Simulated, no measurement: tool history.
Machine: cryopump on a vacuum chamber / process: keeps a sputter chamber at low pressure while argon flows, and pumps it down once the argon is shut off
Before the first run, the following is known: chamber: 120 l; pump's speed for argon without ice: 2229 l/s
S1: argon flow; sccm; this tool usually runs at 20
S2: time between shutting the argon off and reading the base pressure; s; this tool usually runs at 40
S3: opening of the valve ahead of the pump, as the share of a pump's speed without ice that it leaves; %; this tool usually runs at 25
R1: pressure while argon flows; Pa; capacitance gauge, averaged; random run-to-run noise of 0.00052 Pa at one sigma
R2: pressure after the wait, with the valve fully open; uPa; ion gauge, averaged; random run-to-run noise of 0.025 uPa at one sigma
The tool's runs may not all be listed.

run	hour	S1	S2	S3	R1	R2
1	0	20	40	25	0.0643	1.03
# hour 13.6: pump warmed up, emptied and cooled again
2	22	20	40	25	0.0603	1.02
3	40.2	20	40	38	0.0401	1.04
4	59.5	20	40	25	0.0609	1.01
5	71.9	20	23	25	0.0607	1.58
6	93.3	20	155	25	0.0605	0.38
7	112.8	18	155	25	0.0547	0.41
8	132.5	20	40	52	0.0301	1.05
9	149.3	20	40	52	0.03	0.99
10	158.3	20	40	25	0.0606	1.08
11	168.4	20	40	25	0.0614	1.02
12	178.9	20	28	25	0.0612	1.37
13	198.4	20	28	25	0.0608	1.42
14	211.7	20	28	25	0.0603	1.42
15	221	37	22	35	0.0817	1.72
16	236.1	37	22	35	0.082	1.71
17	258	37	22	35	0.0818	1.72
18	273	10	40	60	0.0135	1.04
19	286.7	9	21	27	0.0258	1.75
20	306.6	10	40	25	0.0312	1.08
21	321.5	11	59	46	0.0181	0.82
22	334.6	36	59	29	0.0965	0.77
23	349.3	29	34	57	0.0402	1.24
24	371.3	29	34	57	0.0407	1.24
25	383.8	11	40	25	0.0339	1.1

What if the next run were any one of these 5? Each begins from the tool's condition after run 25:
A	394.4	11	259	25	?	?
B	394.4	20	139	25	?	?
C	394.4	10	47	58	?	?
D	394.4	11	55	25	?	?
E	394.4	13	32	16	?	?

run	R1	R2
A	0.0337	0.43
B	0.0621	0.46
C	0.0134	0.97
D	0.0348	0.83
E	0.0619	1.27
What these runs would have given with no unlogged condition in the tool:
run	R1	R2
A	0.0329	0.29
B	0.0607	0.32
C	0.0127	0.83
D	0.034	0.69
E	0.061	1.13
